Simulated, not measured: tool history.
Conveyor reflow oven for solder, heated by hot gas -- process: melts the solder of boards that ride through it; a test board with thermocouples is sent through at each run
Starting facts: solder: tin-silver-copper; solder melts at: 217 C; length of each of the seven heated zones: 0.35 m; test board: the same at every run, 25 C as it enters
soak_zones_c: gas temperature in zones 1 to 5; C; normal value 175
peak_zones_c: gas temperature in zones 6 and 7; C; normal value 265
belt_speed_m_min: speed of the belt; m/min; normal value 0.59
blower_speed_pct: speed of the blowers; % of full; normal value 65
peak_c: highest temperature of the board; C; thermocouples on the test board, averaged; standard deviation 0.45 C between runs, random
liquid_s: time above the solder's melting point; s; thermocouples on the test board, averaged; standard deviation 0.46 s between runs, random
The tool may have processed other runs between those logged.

Run 1, hour 0: usual settings. Result: peak_c 241.2 C, liquid_s 42.7 s.
Run 2, hour 12.8: usual settings. Result: peak_c 241.8 C, liquid_s 43.6 s.
Run 3, hour 21.1: usual settings. Result: peak_c 242.4 C, liquid_s 43 s.
Run 4, hour 30.4: usual settings. Result: peak_c 242.2 C, liquid_s 42.1 s.
Run 5, hour 38.3: usual settings but soak_zones_c 174 C. Result: peak_c 241.7 C, liquid_s 42.6 s.
Run 6, hour 52.2: usual settings but soak_zones_c 174 C. Result: peak_c 242 C, liquid_s 42.4 s.
Run 7, hour 67.7: usual settings but belt_speed_m_min 0.571 m/min. Result: peak_c 243.5 C, liquid_s 44.8 s.
Run 8, hour 76: usual settings but belt_speed_m_min 0.571 m/min. Result: peak_c 243.3 C, liquid_s 44.6 s.
Run 9, hour 92.6: usual settings but soak_zones_c 162 C, belt_speed_m_min 0.571 m/min. Result: peak_c 238.6 C, liquid_s 39 s.
Run 10, hour 105: usual settings but soak_zones_c 162 C, belt_speed_m_min 0.571 m/min. Result: peak_c 239.3 C, liquid_s 38.2 s.
Run 11, hour 121.3: usual settings but soak_zones_c 162 C, belt_speed_m_min 0.571 m/min. Result: peak_c 239.9 C, liquid_s 37.6 s.
Run 12, hour 134.3: usual settings. Result: peak_c 241.8 C, liquid_s 42.3 s.
Run 13, hour 148.6: usual settings. Result: peak_c 241.8 C, liquid_s 42.4 s.
Run 14, hour 164.5: usual settings but belt_speed_m_min 0.62 m/min. Result: peak_c 239.2 C, liquid_s 37.5 s.
Run 15, hour 181.8: usual settings but belt_speed_m_min 0.62 m/min. Result: peak_c 238.8 C, liquid_s 37.1 s.
Run 16, hour 197.7: usual settings but soak_zones_c 182 C, peak_zones_c 262 C, blower_speed_pct 57 % of full. Result: peak_c 237.3 C, liquid_s 39.3 s.
Run 17, hour 211.7: usual settings but soak_zones_c 168 C, peak_zones_c 263 C, blower_speed_pct 57 % of full. Result: peak_c 233.2 C, liquid_s 30.1 s.
Run 18, hour 222.9: usual settings but soak_zones_c 168 C, peak_zones_c 263 C, belt_speed_m_min 0.53 m/min, blower_speed_pct 71 % of full. Result: peak_c 244.1 C, liquid_s 48.3 s.
Run 19, hour 240.2: usual settings but peak_zones_c 262 C. Result: peak_c 237.8 C, liquid_s 38.7 s.
At hour 259.2: flux residue cleaned out of gas plates and filters.
Run 20, hour 260.5: usual settings but peak_zones_c 262 C. Result: peak_c 240.7 C, liquid_s 42.7 s.
Run 21, hour 273.2: usual settings but peak_zones_c 266 C, belt_speed_m_min 0.531 m/min. Result: peak_c 247.9 C, liquid_s 55.6 s.
Run 22, hour 286.1: usual settings but peak_zones_c 266 C, belt_speed_m_min 0.702 m/min, blower_speed_pct 53 % of full. Result: peak_c 230.9 C, liquid_s 21.6 s.
Run 23, hour 297.1: usual settings but soak_zones_c 183 C, peak_zones_c 256 C, belt_speed_m_min 0.641 m/min, blower_speed_pct 68 % of full. Result: peak_c 236.6 C, liquid_s 36.9 s.
Run 24, hour 308.7: usual settings but peak_zones_c 275 C. Result: peak_c 251.3 C, liquid_s 50.3 s.
Run 25, hour 320.2: usual settings but peak_zones_c 275 C. Result: peak_c 250.1 C, liquid_s 51 s.
Run 26, hour 330.2: usual settings but soak_zones_c 168 C, peak_zones_c 275 C, belt_speed_m_min 0.585 m/min. Result: peak_c 248.8 C, liquid_s 48.1 s.
Run 27, hour 347.1: usual settings but soak_zones_c 176 C, peak_zones_c 256 C, belt_speed_m_min 0.5 m/min. Result: peak_c 241.3 C, liquid_s 53.1 s.
Run 28, hour 360.1: usual settings but soak_zones_c 176 C, peak_zones_c 256 C, belt_speed_m_min 0.5 m/min. Result: peak_c 240.7 C, liquid_s 53.3 s.
Run 29, hour 368: usual settings but soak_zones_c 176 C, peak_zones_c 256 C, belt_speed_m_min 0.512 m/min, blower_speed_pct 71 % of full. Result: peak_c 241.7 C, liquid_s 52.4 s.
Run 30, hour 380.1: usual settings but soak_zones_c 176 C, peak_zones_c 272 C, belt_speed_m_min 0.512 m/min, blower_speed_pct 73 % of full. Result: peak_c 256.4 C, liquid_s 65.7 s.

Below are 5 alternative next runs, each starting from the tool's condition after run 30. Predict each:
Run A, hour 387.1: usual settings but soak_zones_c 183 C, blower_speed_pct 74 % of full. Result: peak_c ?, liquid_s ?.
Run B, hour 387.1: usual settings but belt_speed_m_min 0.473 m/min. Result: peak_c ?, liquid_s ?.
Run C, hour 387.1: usual settings but soak_zones_c 176 C, belt_speed_m_min 0.536 m/min, blower_speed_pct 73 % of full. Result: peak_c ?, liquid_s ?.
Run D, hour 387.1: usual settings but soak_zones_c 176 C, peak_zones_c 268 C, belt_speed_m_min 0.512 m/min, blower_speed_pct 77 % of full. Result: peak_c ?, liquid_s ?.
Run E, hour 387.1: usual settings but soak_zones_c 178 C, peak_zones_c 272 C, belt_speed_m_min 0.512 m/min, blower_speed_pct 69 % of full. Result: peak_c ?, liquid_s ?.

run  peak_c  liquid_s
  A   247.5        52
  B   250.6      65.3
  C   249.3      56.5
  D     254      63.4
  E   255.3      65.8
Without the tool's hidden state the same runs would have given:
run  peak_c  liquid_s
  A   247.3      51.9
  B   250.2      64.8
  C   249.1      56.2
  D   253.8      63.1
  E   255.1      65.4

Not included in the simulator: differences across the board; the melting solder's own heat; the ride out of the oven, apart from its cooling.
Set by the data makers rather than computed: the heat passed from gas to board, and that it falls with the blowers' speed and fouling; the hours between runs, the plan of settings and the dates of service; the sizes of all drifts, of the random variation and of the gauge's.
